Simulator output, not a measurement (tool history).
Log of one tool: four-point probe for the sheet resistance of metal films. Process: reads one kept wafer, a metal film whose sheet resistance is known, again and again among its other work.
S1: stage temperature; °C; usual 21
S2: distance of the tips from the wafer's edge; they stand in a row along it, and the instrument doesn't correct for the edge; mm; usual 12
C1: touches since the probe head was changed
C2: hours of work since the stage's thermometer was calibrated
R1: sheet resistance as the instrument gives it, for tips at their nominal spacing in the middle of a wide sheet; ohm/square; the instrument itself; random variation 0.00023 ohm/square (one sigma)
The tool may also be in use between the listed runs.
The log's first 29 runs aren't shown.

run    hour  S1  S2      C1    C2        R1
 30  2952.1  25  12  188376  1980  1.169506
 31  3053.2  25  12  191009  2054  1.170000
 32  3181.1  25  12  194337  2148  1.169798
     3235.0  -- stage's thermometer calibrated
 33  3277.2  25  12  196825    31  1.167056
     3346.3  -- new probe head fitted
 34  3422.6  27  43    1985   137  1.146812
 35  3542.4  25  18    5103   225  1.150597
 36  3667.3  25  18    8354   317  1.150966
 37  3762.1  25  18   10823   387  1.151430
 38  3907.6  22   9   14609   494  1.161364
 39  3985.9  28   5   16648   551  1.185819
 40  4113.2  21  10   19959   645  1.160578
 41  4231.1  21  10   23028   731  1.160724
 42  4328.6  33  54   25567   803  1.147163
 43  4397.7  26  61   27365   854  1.149438
 44  4521.0  27  12   30574   944  1.156225
 45  4606.6  28  45   32802  1007  1.149748

Forecast each of these 4 alternatives for the next run:
  A  4731.9  34  48  36062  1099   ?
  B  4731.9  20  41  36062  1099   ?
  C  4731.9  28  30  36062  1099   ?
  D  4731.9  24  30  36062  1099   ?

run        R1
  A  1.147593
  B  1.152886
  C  1.150253
  D  1.152416
Without the tool's hidden state the same runs would have given:
run        R1
  A  1.142652
  B  1.147857
  C  1.145274
  D  1.147409
